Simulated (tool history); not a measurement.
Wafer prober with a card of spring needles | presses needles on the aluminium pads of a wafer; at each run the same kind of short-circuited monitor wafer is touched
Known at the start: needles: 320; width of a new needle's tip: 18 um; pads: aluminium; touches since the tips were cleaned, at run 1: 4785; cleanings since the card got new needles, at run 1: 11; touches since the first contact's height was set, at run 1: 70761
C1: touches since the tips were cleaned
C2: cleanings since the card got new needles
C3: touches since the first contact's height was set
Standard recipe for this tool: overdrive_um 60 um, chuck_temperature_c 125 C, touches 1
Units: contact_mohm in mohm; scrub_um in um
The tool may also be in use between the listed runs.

Run 1, hour 0: usual settings; C1 4785; C2 11; C3 70761. Result: contact_mohm 148 mohm, scrub_um 11.75 um.
At hour 2.8: tips cleaned on abrasive film.
Run 2, hour 8.7: usual settings; C1 2950; C2 12; C3 75078. Result: contact_mohm 147 mohm, scrub_um 11.74 um.
At hour 14.7: tips cleaned on abrasive film.
Run 3, hour 15.6: usual settings; C1 469; C2 13; C3 78518. Result: contact_mohm 149 mohm, scrub_um 11.71 um.
Run 4, hour 25.5: usual settings; C1 5400; C2 13; C3 83449. Result: contact_mohm 152 mohm, scrub_um 11.68 um.
At hour 26.7: tips cleaned on abrasive film.
At hour 34.3: height of the first contact set anew.
Run 5, hour 34.3: usual settings but overdrive_um 63 um; C1 3683; C2 14; C3 0. Result: contact_mohm 149 mohm, scrub_um 12.27 um.
At hour 38.9: tips cleaned on abrasive film.
At hour 50.4: tips cleaned on abrasive film.
Run 6, hour 50.9: usual settings but overdrive_um 44 um; C1 234; C2 16; C3 8210. Result: contact_mohm 156 mohm, scrub_um 8.56 um.
Run 7, hour 60.9: usual settings but overdrive_um 44 um; C1 5246; C2 16; C3 13222. Result: contact_mohm 156 mohm, scrub_um 8.56 um.
At hour 62.3: tips cleaned on abrasive film.
Run 8, hour 72.7: usual settings; C1 5266; C2 17; C3 19145. Result: contact_mohm 151 mohm, scrub_um 11.67 um.
At hour 74.1: tips cleaned on abrasive film.
Run 9, hour 80.7: usual settings; C1 3318; C2 18; C3 23110. Result: contact_mohm 151 mohm, scrub_um 11.66 um.
At hour 85.9: tips cleaned on abrasive film.
At hour 97: tips cleaned on abrasive film.
Run 10, hour 97: usual settings; C1 0; C2 20; C3 31190. Result: contact_mohm 149 mohm, scrub_um 11.64 um.
At hour 108.2: tips cleaned on abrasive film.
Run 11, hour 110.5: usual settings but chuck_temperature_c 101 C; C1 1170; C2 21; C3 37909. Result: contact_mohm 146 mohm, scrub_um 11.64 um.
Run 12, hour 117.8: usual settings but chuck_temperature_c 101 C; C1 4829; C2 21; C3 41568. Result: contact_mohm 147 mohm, scrub_um 11.62 um.
At hour 120.1: tips cleaned on abrasive film.
At hour 131.2: tips cleaned on abrasive film.
Run 13, hour 132: usual settings but chuck_temperature_c 101 C, touches 2; C1 432; C2 23; C3 48638. Result: contact_mohm 148 mohm, scrub_um 11.6 um.
Run 14, hour 141: usual settings but chuck_temperature_c 101 C, touches 2; C1 4917; C2 23; C3 53123. Result: contact_mohm 146 mohm, scrub_um 11.61 um.
At hour 142.3: tips cleaned on abrasive film.
At hour 154: tips cleaned on abrasive film.
Run 15, hour 156.7: usual settings but overdrive_um 76 um; C1 1345; C2 25; C3 60928. Result: contact_mohm 145 mohm, scrub_um 14.69 um.
At hour 165.4: tips cleaned on abrasive film.
Run 16, hour 167.7: usual settings but overdrive_um 58 um, chuck_temperature_c 48 C; C1 1146; C2 26; C3 66388. Result: contact_mohm 142 mohm, scrub_um 11.19 um.
At hour 169.9: gauge calibrated.
At hour 177: tips cleaned on abrasive film.
Run 17, hour 178.8: usual settings but overdrive_um 58 um, chuck_temperature_c 48 C; C1 862; C2 27; C3 71910. Result: contact_mohm 137 mohm, scrub_um 11.33 um.
At hour 188.6: tips cleaned on abrasive film.
Run 18, hour 189.8: usual settings but overdrive_um 58 um, chuck_temperature_c 35 C, touches 3; C1 619; C2 28; C3 77428. Result: contact_mohm 136 mohm, scrub_um 11.31 um.
At hour 200.4: tips cleaned on abrasive film.
Run 19, hour 200.4: usual settings but overdrive_um 58 um, touches 3; C1 27; C2 29; C3 82704. Result: contact_mohm 152 mohm, scrub_um 11.31 um.
At hour 210.5: height of the first contact set anew.
At hour 213: tips cleaned on abrasive film.
Run 20, hour 213.4: usual settings but overdrive_um 52 um, chuck_temperature_c 111 C, touches 2; C1 208; C2 30; C3 1408. Result: contact_mohm 151 mohm, scrub_um 10.14 um.
Run 21, hour 223.7: usual settings but overdrive_um 52 um, chuck_temperature_c 111 C, touches 2; C1 5371; C2 30; C3 6571. Result: contact_mohm 150 mohm, scrub_um 10.11 um.
At hour 224.8: tips cleaned on abrasive film.
Run 22, hour 232.2: usual settings but overdrive_um 52 um, chuck_temperature_c 111 C, touches 2; C1 3708; C2 31; C3 10806. Result: contact_mohm 154 mohm, scrub_um 10.13 um.
At hour 236: tips cleaned on abrasive film.
Run 23, hour 241.4: usual settings but overdrive_um 68 um, chuck_temperature_c 118 C, touches 2; C1 2721; C2 32; C3 15362. Result: contact_mohm 144 mohm, scrub_um 13.19 um.
At hour 247.6: tips cleaned on abrasive film.
Run 24, hour 255: usual settings but overdrive_um 67 um, chuck_temperature_c 53 C; C1 3725; C2 33; C3 22149. Result: contact_mohm 135 mohm, scrub_um 13.02 um.
At hour 259.3: tips cleaned on abrasive film.
Run 25, hour 263.2: usual settings; C1 1976; C2 34; C3 26228. Result: contact_mohm 152 mohm, scrub_um 11.66 um.
At hour 271: tips cleaned on abrasive film.
Run 26, hour 277: usual settings but overdrive_um 69 um, chuck_temperature_c 28 C, touches 2; C1 3031; C2 35; C3 33108. Result: contact_mohm 132 mohm, scrub_um 13.37 um.
At hour 282.1: tips cleaned on abrasive film.
Run 27, hour 286.6: usual settings but overdrive_um 69 um, chuck_temperature_c 28 C, touches 2; C1 2258; C2 36; C3 37884. Result: contact_mohm 132 mohm, scrub_um 13.39 um.
At hour 293.9: tips cleaned on abrasive film.
Run 28, hour 301.4: usual settings but overdrive_um 63 um, chuck_temperature_c 47 C, touches 2; C1 3770; C2 37; C3 45273. Result: contact_mohm 137 mohm, scrub_um 12.22 um.
At hour 305: tips cleaned on abrasive film.
Run 29, hour 313.9: usual settings but overdrive_um 67 um, chuck_temperature_c 93 C, touches 3; C1 4481; C2 38; C3 51500. Result: contact_mohm 144 mohm, scrub_um 12.97 um.

Each row is a separate what-if for the run after 29, all from the same tool condition, not one after another. Results?
At hour 316.7: tips cleaned on abrasive film.
Run A, hour 324: usual settings but overdrive_um 47 um; C1 3674; C2 39; C3 56525. Result: contact_mohm ?, scrub_um ?.
At hour 316.7: tips cleaned on abrasive film.
Run B, hour 324: usual settings but overdrive_um 51 um, chuck_temperature_c 68 C; C1 3674; C2 39; C3 56525. Result: contact_mohm ?, scrub_um ?.
At hour 316.7: tips cleaned on abrasive film.
Run C, hour 324: usual settings but chuck_temperature_c 80 C; C1 3674; C2 39; C3 56525. Result: contact_mohm ?, scrub_um ?.
At hour 316.7: tips cleaned on abrasive film.
Run D, hour 324: usual settings but overdrive_um 40 um, chuck_temperature_c 63 C, touches 3; C1 3674; C2 39; C3 56525. Result: contact_mohm ?, scrub_um ?.
At hour 316.7: tips cleaned on abrasive film.
Run E, hour 324: usual settings but chuck_temperature_c 118 C; C1 3674; C2 39; C3 56525. Result: contact_mohm ?, scrub_um ?.

run  contact_mohm  scrub_um
  A           156      9.08
  B           143      9.84
  C           145      11.6
  D           147      7.72
  E           150     11.59
Take away the tool's hidden state, keep each run's random variation, and the runs would have read:
run  contact_mohm  scrub_um
  A           156      9.19
  B           142      9.96
  C           144     11.73
  D           147      7.81
  E           150     11.73
